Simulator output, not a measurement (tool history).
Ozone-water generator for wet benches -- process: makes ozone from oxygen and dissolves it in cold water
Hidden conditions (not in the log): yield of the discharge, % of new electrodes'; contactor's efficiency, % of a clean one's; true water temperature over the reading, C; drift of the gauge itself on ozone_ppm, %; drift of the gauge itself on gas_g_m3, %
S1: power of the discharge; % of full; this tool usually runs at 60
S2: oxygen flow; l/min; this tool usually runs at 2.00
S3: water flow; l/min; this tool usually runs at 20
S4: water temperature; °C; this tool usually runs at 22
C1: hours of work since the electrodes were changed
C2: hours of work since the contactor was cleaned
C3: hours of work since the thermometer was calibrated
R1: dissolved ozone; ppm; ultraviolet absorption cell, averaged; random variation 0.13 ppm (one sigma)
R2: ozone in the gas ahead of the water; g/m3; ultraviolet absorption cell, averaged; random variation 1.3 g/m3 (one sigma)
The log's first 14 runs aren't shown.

run 15 hour=421.3 | S1=60 S2=2.00 S3=20 S4=22 | C1=1129 C2=4904 C3=1314 | R1=14.7 R2=233.6
run 16 hour=446.2 | S1=60 S2=2.00 S3=20 S4=22 | C1=1154 C2=4929 C3=1339 | R1=14.7 R2=232.4
run 17 hour=482.2 | S1=60 S2=2.00 S3=16 S4=22 | C1=1190 C2=4965 C3=1375 | R1=17.3 R2=233.4
run 18 hour=524.4 | S1=60 S2=2.00 S3=16 S4=22 | C1=1232 C2=5007 C3=1417 | R1=17.8 R2=232.8
run 19 hour=567.2 | S1=60 S2=1.66 S3=27 S4=14 | C1=1274 C2=5050 C3=1460 | R1=11.1 R2=259.4
run 20 hour=586.9 | S1=60 S2=1.19 S3=13 S4=15 | C1=1294 C2=5069 C3=1479 | R1=20.3 R2=313.6
run 21 hour=605.7 | S1=85 S2=2.67 S3=24 S4=18 | C1=1313 C2=5088 C3=1498 | R1=17.6 R2=263.1
run 22 hour=643.6 | S1=60 S2=2.01 S3=29 S4=22 | C1=1350 C2=5126 C3=1536 | R1=10.4 R2=231.9
run 23 hour=677.9 | S1=60 S2=2.01 S3=29 S4=22 | C1=1385 C2=5160 C3=1570 | R1=10.5 R2=231.1
run 24 hour=709.3 | S1=60 S2=1.02 S3=29 S4=22 | C1=1416 C2=5191 C3=1601 | R1=8.5 R2=342.5
run 25 hour=743.3 | S1=60 S2=1.08 S3=20 S4=25 | C1=1450 C2=5225 C3=1635 | R1=12.5 R2=331.5
run 26 hour=778.3 | S1=95 S2=2.00 S3=18 S4=27 | C1=1485 C2=5260 C3=1670 | R1=22.2 R2=339.0
run 27 hour=801.4 | S1=96 S2=2.08 S3=32 S4=29 | C1=1508 C2=5283 C3=1693 | R1=13.5 R2=331.7
run 28 hour=833.1 | S1=73 S2=1.75 S3=20 S4=22 | C1=1539 C2=5315 C3=1725 | R1=16.5 R2=292.5
run 29 hour=858.5 | S1=68 S2=2.00 S3=20 S4=26 | C1=1565 C2=5340 C3=1750 | R1=15.2 R2=255.8
run 30 hour=890.6 | S1=93 S2=2.00 S3=20 S4=25 | C1=1597 C2=5372 C3=1782 | R1=20.3 R2=332.8
run 31 hour=928.3 | S1=93 S2=2.00 S3=20 S4=25 | C1=1634 C2=5410 C3=1820 | R1=20.5 R2=331.5
run 32 hour=970.2 | S1=60 S2=2.00 S3=26 S4=26 | C1=1676 C2=5451 C3=1861 | R1=11.2 R2=234.0
run 33 hour=1005.7 | S1=68 S2=2.37 S3=16 S4=16 | C1=1711 C2=5487 C3=1897 | R1=21.1 R2=233.1

Consider 4 possible next runs. They are alternatives, not a sequence: every one starts from the tool as it was left by run 33. What does each give?
run A hour=1047.9 | S1=44 S2=3.26 S3=16 S4=16 | C1=1754 C2=5529 C3=1939 | R1=? R2=?
run B hour=1047.9 | S1=85 S2=2.37 S3=16 S4=19 | C1=1754 C2=5529 C3=1939 | R1=? R2=?
run C hour=1047.9 | S1=60 S2=1.09 S3=20 S4=22 | C1=1754 C2=5529 C3=1939 | R1=? R2=?
run D hour=1047.9 | S1=74 S2=3.38 S3=16 S4=25 | C1=1754 C2=5529 C3=1939 | R1=? R2=?

run=A R1=15.1 R2=134.0
run=B R1=24.5 R2=280.8
run=C R1=12.9 R2=327.4
run=D R1=20.7 R2=202.8
Stripped of hidden state, with their random variation kept, the same runs would have yielded:
run=A R1=15.1 R2=134.1
run=B R1=24.5 R2=280.9
run=C R1=12.9 R2=327.5
run=D R1=20.7 R2=202.8
